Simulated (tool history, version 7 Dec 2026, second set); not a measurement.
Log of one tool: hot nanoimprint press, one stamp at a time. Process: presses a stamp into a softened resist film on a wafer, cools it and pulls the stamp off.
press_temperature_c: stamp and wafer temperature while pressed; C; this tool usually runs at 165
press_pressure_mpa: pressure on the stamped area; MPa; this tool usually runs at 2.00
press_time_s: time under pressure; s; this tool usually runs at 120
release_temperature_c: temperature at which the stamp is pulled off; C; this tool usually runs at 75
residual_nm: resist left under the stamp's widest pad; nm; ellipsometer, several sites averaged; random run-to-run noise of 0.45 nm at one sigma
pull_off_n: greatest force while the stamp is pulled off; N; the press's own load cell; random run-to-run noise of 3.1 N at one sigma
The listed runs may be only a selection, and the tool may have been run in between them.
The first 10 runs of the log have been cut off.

run	hour	press_temperature_c	press_pressure_mpa	press_time_s	release_temperature_c	residual_nm	pull_off_n
11	287.9	165	2.00	120	75	169.8	219
12	306.8	165	2.00	120	75	170.1	216
13	347.0	165	2.07	120	75	165.9	221
# hour 364.4: stamp cleaned and given a new release coat
14	390.7	165	2.00	120	75	169.4	215
15	407.2	165	2.00	120	75	169.4	215
16	441.0	165	2.00	85	75	187.0	215
17	458.9	165	2.05	86	75	184.7	218
18	492.5	166	2.22	86	75	170.4	216
19	511.3	165	2.00	125	80	168.1	193
20	530.4	165	2.00	125	80	168.0	190
21	550.4	165	2.00	125	80	168.3	192
22	571.0	165	1.78	89	63	195.0	282
# hour 600.5: plate thermocouple calibrated
23	613.9	165	1.32	125	75	204.8	218
# hour 638.6: stamp cleaned and given a new release coat
24	657.9	165	1.34	215	60	176.7	293
25	678.3	153	1.58	120	75	272.3	215
26	700.2	153	1.58	81	75	279.5	216
27	739.7	165	1.51	120	75	195.5	215
28	777.4	165	1.51	120	74	196.0	221
29	805.0	165	1.51	120	74	196.1	227
30	830.5	154	1.51	62	78	284.8	200

4 options for the next run, each taken on its own from the tool as it stands now. Forecast them:
A	864.5	154	2.00	62	78	?	?
B	864.5	154	1.51	62	65	?	?
C	864.5	165	2.68	131	75	?	?
D	864.5	158	1.50	129	78	?	?

run	residual_nm	pull_off_n
A	274.9	205
B	285.9	269
C	143.4	213
D	243.6	204
The same runs, with their run-to-run variation unchanged, on a tool lacking any hidden condition would have given:
run	residual_nm	pull_off_n
A	270.1	203
B	280.9	266
C	140.9	211
D	239.3	202
